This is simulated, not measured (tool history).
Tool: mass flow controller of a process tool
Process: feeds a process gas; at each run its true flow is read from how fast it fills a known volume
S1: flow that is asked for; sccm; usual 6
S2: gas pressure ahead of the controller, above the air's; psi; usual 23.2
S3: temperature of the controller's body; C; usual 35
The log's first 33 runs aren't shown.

run 34 hour=2186.9 | S1=6 S2=23.2 S3=21 | true_flow_(%)=96.89
run 35 hour=2271.2 | S1=6 S2=23.2 S3=27 | true_flow_(%)=96.22
run 36 hour=2345.7 | S1=6 S2=23.2 S3=27 | true_flow_(%)=96.15
run 37 hour=2399.8 | S1=11 S2=23.4 S3=25 | true_flow_(%)=96.97
run 38 hour=2486.7 | S1=11 S2=23.4 S3=25 | true_flow_(%)=96.82
run 39 hour=2553.5 | S1=11 S2=32.6 S3=25 | true_flow_(%)=96.58
run 40 hour=2633.7 | S1=13 S2=23.2 S3=35 | true_flow_(%)=96.10
run 41 hour=2690.0 | S1=13 S2=23.2 S3=35 | true_flow_(%)=96.04
run 42 hour=2745.1 | S1=12 S2=23.2 S3=34 | true_flow_(%)=95.75
run 43 hour=2820.3 | S1=12 S2=33.5 S3=30 | true_flow_(%)=95.90
run 44 hour=2867.1 | S1=12 S2=33.5 S3=30 | true_flow_(%)=95.75
run 45 hour=2912.1 | S1=3 S2=23.2 S3=21 | true_flow_(%)=95.22
run 46 hour=2983.6 | S1=3 S2=23.2 S3=21 | true_flow_(%)=95.13
run 47 hour=3052.3 | S1=12 S2=29.3 S3=26 | true_flow_(%)=95.89
run 48 hour=3096.7 | S1=12 S2=29.3 S3=26 | true_flow_(%)=95.69
run 49 hour=3164.1 | S1=11 S2=35.4 S3=26 | true_flow_(%)=95.57

Forecast each of these 3 alternatives for the next run:
run A hour=3220.3 | S1=19 S2=25.5 S3=29 | true_flow_(%)=?
run B hour=3220.3 | S1=7 S2=22.0 S3=22 | true_flow_(%)=?
run C hour=3220.3 | S1=3 S2=23.2 S3=29 | true_flow_(%)=?

run=A true_flow_(%)=96.49
run=B true_flow_(%)=95.24
run=C true_flow_(%)=93.97
Without the tool's hidden state the same runs would have given:
run=A true_flow_(%)=99.50
run=B true_flow_(%)=98.21
run=C true_flow_(%)=96.91
